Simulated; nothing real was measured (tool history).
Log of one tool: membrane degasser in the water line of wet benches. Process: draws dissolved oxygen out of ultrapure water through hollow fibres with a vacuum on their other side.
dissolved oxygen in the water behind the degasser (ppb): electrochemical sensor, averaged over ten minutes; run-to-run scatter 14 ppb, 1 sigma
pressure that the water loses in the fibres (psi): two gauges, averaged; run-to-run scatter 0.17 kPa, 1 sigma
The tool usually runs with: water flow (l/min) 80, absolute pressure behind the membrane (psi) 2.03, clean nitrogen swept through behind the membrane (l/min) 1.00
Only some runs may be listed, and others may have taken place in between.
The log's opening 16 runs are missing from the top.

run	hour	water flow (l/min)	absolute pressure behind the membrane (psi)	clean nitrogen swept through behind the membrane (l/min)	hours since the membrane was changed	hours since the vacuum gauge was calibrated	hours since the vacuum lines were made tight	dissolved oxygen in the water behind the degasser (ppb)	pressure that the water loses in the fibres (psi)
17	1020.5	83	2.03	1.00	1331	2023	8591	1424.1	3.748
18	1095.9	80	2.96	1.00	1407	2098	8666	2017.3	3.636
19	1138.0	93	1.89	0.55	1449	2140	8708	1883.9	4.261
20	1194.0	98	1.93	1.11	1505	2196	8764	1445.7	4.412
21	1235.7	71	2.03	1.00	1547	2238	8806	1295.5	3.205
22	1291.9	73	3.71	0.81	1603	2294	8862	2609.1	3.329
23	1336.3	73	3.71	0.81	1647	2339	8907	2602.2	3.334
24	1399.6	73	3.71	0.81	1710	2402	8970	2565.7	3.282
25	1451.8	112	3.48	0.81	1763	2454	9022	3112.5	5.092
26	1490.8	66	3.48	0.63	1802	2493	9061	2618.1	2.996
27	1533.3	49	2.03	1.00	1844	2536	9104	965.1	2.215
28	1608.2	50	3.25	0.62	1919	2610	9179	2154.0	2.271
29	1684.7	80	1.58	1.00	1996	2687	9255	1057.6	3.604
30	1751.7	80	1.58	1.00	2063	2754	9322	1069.4	3.678
31	1800.0	80	1.58	1.00	2111	2802	9370	1068.6	3.649
32	1847.2	101	4.03	0.57	2158	2849	9418	3792.0	4.580
33	1921.1	101	2.22	0.63	2232	2923	9491	2212.9	4.602

Forecast each of these 3 alternatives for the next run:
A	1974.0	126	4.37	1.60	2285	2976	9544	?	?
B	1974.0	101	4.71	0.63	2285	2976	9544	?	?
C	1974.0	80	4.05	1.00	2285	2976	9544	?	?

run	dissolved oxygen in the water behind the degasser (ppb)	pressure that the water loses in the fibres (psi)
A	2837.8	5.729
B	4050.1	4.628
C	2638.2	3.632
Stripped of hidden state, with their random variation kept, the same runs would have yielded:
run	dissolved oxygen in the water behind the degasser (ppb)	pressure that the water loses in the fibres (psi)
A	2837.1	5.725
B	4050.2	4.627
C	2637.6	3.630
